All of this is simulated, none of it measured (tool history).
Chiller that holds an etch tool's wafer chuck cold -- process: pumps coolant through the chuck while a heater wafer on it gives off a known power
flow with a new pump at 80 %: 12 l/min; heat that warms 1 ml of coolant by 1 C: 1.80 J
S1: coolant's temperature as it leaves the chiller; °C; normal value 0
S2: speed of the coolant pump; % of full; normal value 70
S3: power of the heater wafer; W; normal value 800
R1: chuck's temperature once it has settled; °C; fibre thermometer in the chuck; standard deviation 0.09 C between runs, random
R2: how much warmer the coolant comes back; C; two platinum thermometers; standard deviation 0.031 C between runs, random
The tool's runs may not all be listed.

| run | hour | S1 | S2 | S3 | R1 | R2 |
|---|---|---|---|---|---|---|
| 1 | 0 | 0 | 70 | 800 | 7.14 | 3.18 |
| 2 | 145.3 | 0 | 70 | 800 | 7.18 | 3.18 |
| 3 | 278.5 | 0 | 70 | 800 | 7.24 | 3.23 |
| 4 | 372.2 | 0 | 70 | 800 | 7.1 | 3.27 |
| 5 | 471.2 | 0 | 70 | 800 | 7.36 | 3.33 |
| 6 | 589.6 | -6 | 70 | 800 | 0.06 | 2.5 |
| 7 | 747.7 | 0 | 70 | 800 | 6.18 | 2.57 |
| 8 | 920.8 | 0 | 70 | 800 | 6.11 | 2.54 |
| 9 | 1084 | 0 | 70 | 969 | 7.51 | 3.14 |
| 10 | 1225.6 | 0 | 66 | 969 | 7.94 | 3.32 |
| 11 | 1362.1 | 0 | 66 | 969 | 7.97 | 3.32 |
| 12 | 1474.1 | -3 | 66 | 579 | 1.55 | 1.98 |
| 13 | 1574.8 | -3 | 87 | 475 | 0.08 | 1.28 |
| 14 | 1741.5 | -3 | 87 | 475 | -0.07 | 1.3 |
| 15 | 1904.8 | 0 | 80 | 709 | 5.83 | 2.08 |
| 16 | 2011.5 | 0 | 65 | 1085 | 9.99 | 3.91 |
| 17 | 2163.5 | 0 | 67 | 418 | 3.99 | 1.47 |
| 18 | 2333.8 | 0 | 67 | 418 | 3.57 | 1.47 |
| 19 | 2434.7 | 6 | 77 | 618 | 10.87 | 1.92 |

Not shown here: 3 entries made in the log between runs. Locate each between two listed runs and compare the hidden state at the listed run before it with the hidden state at the listed run after it:
Runs 5 to 6: coolant pump overhauled (hour 588.5)
  heat passed by the chuck's channels, % of clean ones': 93 -> 92.7; flow at a given pump speed, % of a new pump's: 77 -> 100.8; coolant's true temperature over the reading, C: -0.52 -> -0.54
  measured result minus the result with no hidden state, R1: +1.02 -> -0.19 °C; R2: +0.75 -> -0.02 C
Runs 14 to 15: chiller's thermometer calibrated (hour 1862.4)
  heat passed by the chuck's channels, % of clean ones': 89 -> 88.5; flow at a given pump speed, % of a new pump's: 95.8 -> 95.1; coolant's true temperature over the reading, C: -0.67 -> -0.02
  measured result minus the result with no hidden state, R1: -0.26 -> +0.68 °C; R2: +0.05 -> +0.1 C
Runs 17 to 18: coolant changed, channels flushed (hour 2308.3)
  heat passed by the chuck's channels, % of clean ones': 87.7 -> 99; flow at a given pump speed, % of a new pump's: 94 -> 93.3; coolant's true temperature over the reading, C: -0.05 -> -0.07
  measured result minus the result with no hidden state, R1: +0.46 -> +0.11 °C; R2: +0.09 -> +0.1 C
